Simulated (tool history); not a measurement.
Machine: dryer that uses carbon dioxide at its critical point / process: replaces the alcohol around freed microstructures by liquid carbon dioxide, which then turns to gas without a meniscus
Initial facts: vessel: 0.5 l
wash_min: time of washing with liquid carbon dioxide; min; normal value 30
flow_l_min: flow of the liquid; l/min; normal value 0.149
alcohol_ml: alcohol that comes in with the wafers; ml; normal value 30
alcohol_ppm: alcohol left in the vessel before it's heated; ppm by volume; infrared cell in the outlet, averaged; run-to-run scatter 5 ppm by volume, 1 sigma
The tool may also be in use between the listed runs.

{"run": 1, "day": 0.0, "wash_min": 30, "flow_l_min": 0.149, "alcohol_ml": 30, "alcohol_ppm": 204}
{"run": 2, "day": 1.562, "wash_min": 30, "flow_l_min": 0.149, "alcohol_ml": 30, "alcohol_ppm": 221}
{"run": 3, "day": 3.296, "wash_min": 30, "flow_l_min": 0.149, "alcohol_ml": 30, "alcohol_ppm": 218}
{"run": 4, "day": 4.508, "wash_min": 30, "flow_l_min": 0.149, "alcohol_ml": 30, "alcohol_ppm": 225}
{"run": 5, "day": 5.921, "wash_min": 30, "flow_l_min": 0.149, "alcohol_ml": 30, "alcohol_ppm": 230}
{"run": 6, "day": 7.342, "wash_min": 30, "flow_l_min": 0.149, "alcohol_ml": 30, "alcohol_ppm": 220}
{"run": 7, "day": 9.296, "wash_min": 30, "flow_l_min": 0.149, "alcohol_ml": 30, "alcohol_ppm": 236}
{"run": 8, "day": 11.333, "wash_min": 30, "flow_l_min": 0.149, "alcohol_ml": 30, "alcohol_ppm": 239}
{"run": 9, "day": 12.721, "wash_min": 37, "flow_l_min": 0.149, "alcohol_ml": 30, "alcohol_ppm": 240}
{"run": 10, "day": 13.846, "wash_min": 37, "flow_l_min": 0.149, "alcohol_ml": 30, "alcohol_ppm": 249}
{"run": 11, "day": 15.321, "wash_min": 37, "flow_l_min": 0.149, "alcohol_ml": 30, "alcohol_ppm": 246}
{"run": 12, "day": 16.496, "wash_min": 37, "flow_l_min": 0.149, "alcohol_ml": 30, "alcohol_ppm": 254}
{"run": 13, "day": 17.779, "wash_min": 37, "flow_l_min": 0.149, "alcohol_ml": 30, "alcohol_ppm": 264}
{"run": 14, "day": 19.858, "wash_min": 37, "flow_l_min": 0.143, "alcohol_ml": 30, "alcohol_ppm": 263}
{"run": 15, "day": 21.417, "wash_min": 37, "flow_l_min": 0.143, "alcohol_ml": 30, "alcohol_ppm": 259}
{"day": 23.171, "done": "inlet filter changed"}
{"run": 16, "day": 23.883, "wash_min": 37, "flow_l_min": 0.178, "alcohol_ml": 37, "alcohol_ppm": 274}
{"run": 17, "day": 25.892, "wash_min": 37, "flow_l_min": 0.178, "alcohol_ml": 37, "alcohol_ppm": 281}
{"run": 18, "day": 27.892, "wash_min": 37, "flow_l_min": 0.178, "alcohol_ml": 37, "alcohol_ppm": 282}

Alternative continuations, all from the tool just after run 18; predict every row:
{"day": 28.971, "done": "purifier's bed changed"}
{"run": "A", "day": 30.283, "wash_min": 42, "flow_l_min": 0.114, "alcohol_ml": 30, "alcohol_ppm": "?"}
{"day": 28.971, "done": "purifier's bed changed"}
{"run": "B", "day": 30.283, "wash_min": 37, "flow_l_min": 0.156, "alcohol_ml": 37, "alcohol_ppm": "?"}
{"day": 28.971, "done": "purifier's bed changed"}
{"run": "C", "day": 30.283, "wash_min": 19, "flow_l_min": 0.242, "alcohol_ml": 79, "alcohol_ppm": "?"}

run=A alcohol_ppm=18
run=B alcohol_ppm=16
run=C alcohol_ppm=25
With no hidden state in the tool, these same runs would have given:
run=A alcohol_ppm=11
run=B alcohol_ppm=11
run=C alcohol_ppm=15

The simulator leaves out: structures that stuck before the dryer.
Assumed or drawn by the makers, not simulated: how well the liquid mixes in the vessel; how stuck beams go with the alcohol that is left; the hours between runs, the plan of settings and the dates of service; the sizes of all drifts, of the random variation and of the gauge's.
